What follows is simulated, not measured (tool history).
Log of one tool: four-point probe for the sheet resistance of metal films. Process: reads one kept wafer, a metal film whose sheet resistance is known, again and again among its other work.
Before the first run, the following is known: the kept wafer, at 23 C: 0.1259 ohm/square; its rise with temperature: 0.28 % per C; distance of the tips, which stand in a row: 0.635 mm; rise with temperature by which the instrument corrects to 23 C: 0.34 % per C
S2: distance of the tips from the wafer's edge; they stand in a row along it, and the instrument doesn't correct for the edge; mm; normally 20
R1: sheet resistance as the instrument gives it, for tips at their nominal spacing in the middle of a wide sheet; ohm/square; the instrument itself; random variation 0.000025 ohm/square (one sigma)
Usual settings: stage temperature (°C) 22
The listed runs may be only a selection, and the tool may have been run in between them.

{"run": 1, "hour": 0.0, "stage temperature (°C)": 22, "S2": 20, "R1": 0.126893}
{"run": 2, "hour": 91.2, "stage temperature (°C)": 30, "S2": 20, "R1": 0.126284}
{"run": 3, "hour": 148.6, "stage temperature (°C)": 22, "S2": 20, "R1": 0.126977}
{"run": 4, "hour": 268.8, "stage temperature (°C)": 22, "S2": 36, "R1": 0.126987}
{"run": 5, "hour": 341.6, "stage temperature (°C)": 22, "S2": 13, "R1": 0.127146}
{"run": 6, "hour": 441.6, "stage temperature (°C)": 22, "S2": 11, "R1": 0.127194}
{"run": 7, "hour": 492.2, "stage temperature (°C)": 22, "S2": 10, "R1": 0.127317}
{"run": 8, "hour": 556.7, "stage temperature (°C)": 22, "S2": 10, "R1": 0.127281}
{"run": 9, "hour": 647.1, "stage temperature (°C)": 22, "S2": 20, "R1": 0.127131}
{"run": 10, "hour": 736.4, "stage temperature (°C)": 22, "S2": 29, "R1": 0.127075}
{"run": 11, "hour": 808.4, "stage temperature (°C)": 22, "S2": 20, "R1": 0.127138}
{"run": 12, "hour": 913.3, "stage temperature (°C)": 22, "S2": 20, "R1": 0.127228}
{"run": 13, "hour": 1006.2, "stage temperature (°C)": 22, "S2": 20, "R1": 0.127277}
{"run": 14, "hour": 1125.3, "stage temperature (°C)": 34, "S2": 20, "R1": 0.126326}
{"run": 15, "hour": 1185.1, "stage temperature (°C)": 34, "S2": 20, "R1": 0.126355}
{"run": 16, "hour": 1246.1, "stage temperature (°C)": 34, "S2": 20, "R1": 0.126343}
{"run": 17, "hour": 1328.7, "stage temperature (°C)": 34, "S2": 20, "R1": 0.126359}
{"run": 18, "hour": 1428.9, "stage temperature (°C)": 30, "S2": 20, "R1": 0.126715}
{"run": 19, "hour": 1511.7, "stage temperature (°C)": 30, "S2": 20, "R1": 0.126753}
{"run": 20, "hour": 1620.3, "stage temperature (°C)": 22, "S2": 39, "R1": 0.127475}
{"run": 21, "hour": 1686.8, "stage temperature (°C)": 22, "S2": 67, "R1": 0.127452}
{"run": 22, "hour": 1769.2, "stage temperature (°C)": 22, "S2": 20, "R1": 0.127553}
{"run": 23, "hour": 1836.0, "stage temperature (°C)": 34, "S2": 3, "R1": 0.129459}
{"run": 24, "hour": 1952.9, "stage temperature (°C)": 34, "S2": 19, "R1": 0.126625}
{"run": 25, "hour": 2052.9, "stage temperature (°C)": 34, "S2": 19, "R1": 0.126639}
{"run": 26, "hour": 2118.3, "stage temperature (°C)": 20, "S2": 15, "R1": 0.127919}
{"run": 27, "hour": 2213.2, "stage temperature (°C)": 20, "S2": 15, "R1": 0.127855}
{"run": 28, "hour": 2289.9, "stage temperature (°C)": 32, "S2": 15, "R1": 0.126935}
{"run": 29, "hour": 2380.8, "stage temperature (°C)": 32, "S2": 15, "R1": 0.127012}
{"run": 30, "hour": 2447.8, "stage temperature (°C)": 29, "S2": 8, "R1": 0.127437}
{"run": 31, "hour": 2562.4, "stage temperature (°C)": 22, "S2": 28, "R1": 0.127638}
{"run": 32, "hour": 2646.2, "stage temperature (°C)": 22, "S2": 28, "R1": 0.127681}
{"run": 33, "hour": 2733.2, "stage temperature (°C)": 24, "S2": 3, "R1": 0.13049}
{"run": 34, "hour": 2812.8, "stage temperature (°C)": 26, "S2": 33, "R1": 0.1274}
{"run": 35, "hour": 2924.4, "stage temperature (°C)": 26, "S2": 33, "R1": 0.127419}
{"run": 36, "hour": 3018.8, "stage temperature (°C)": 25, "S2": 4, "R1": 0.12921}
{"run": 37, "hour": 3091.4, "stage temperature (°C)": 25, "S2": 4, "R1": 0.129224}
{"run": 38, "hour": 3185.2, "stage temperature (°C)": 23, "S2": 18, "R1": 0.127797}
{"run": 39, "hour": 3272.1, "stage temperature (°C)": 22, "S2": 4, "R1": 0.129548}
{"run": 40, "hour": 3326.8, "stage temperature (°C)": 22, "S2": 4, "R1": 0.12959}
{"run": 41, "hour": 3446.4, "stage temperature (°C)": 25, "S2": 7, "R1": 0.128168}
{"run": 42, "hour": 3538.1, "stage temperature (°C)": 21, "S2": 21, "R1": 0.128062}
{"run": 43, "hour": 3636.8, "stage temperature (°C)": 20, "S2": 57, "R1": 0.12819}
{"run": 44, "hour": 3711.1, "stage temperature (°C)": 20, "S2": 57, "R1": 0.128195}

Put back what was entered between runs (1 entry, withheld): which listed runs does each sit between, and how does the hidden state differ from the listed run before to the listed run after?
Logged between run 29 and run 30: stage's thermometer calibrated (hour 2444)
  inner tips' distance over the nominal, %: 1.138 -> 1.151; tips' flats over new ones', %: 37 -> 38; wafer's true temperature over the reading, C: 0.44 -> 0.02
  measured result minus the result with no hidden state, R1: +0.001694 -> +0.001576 ohm/square

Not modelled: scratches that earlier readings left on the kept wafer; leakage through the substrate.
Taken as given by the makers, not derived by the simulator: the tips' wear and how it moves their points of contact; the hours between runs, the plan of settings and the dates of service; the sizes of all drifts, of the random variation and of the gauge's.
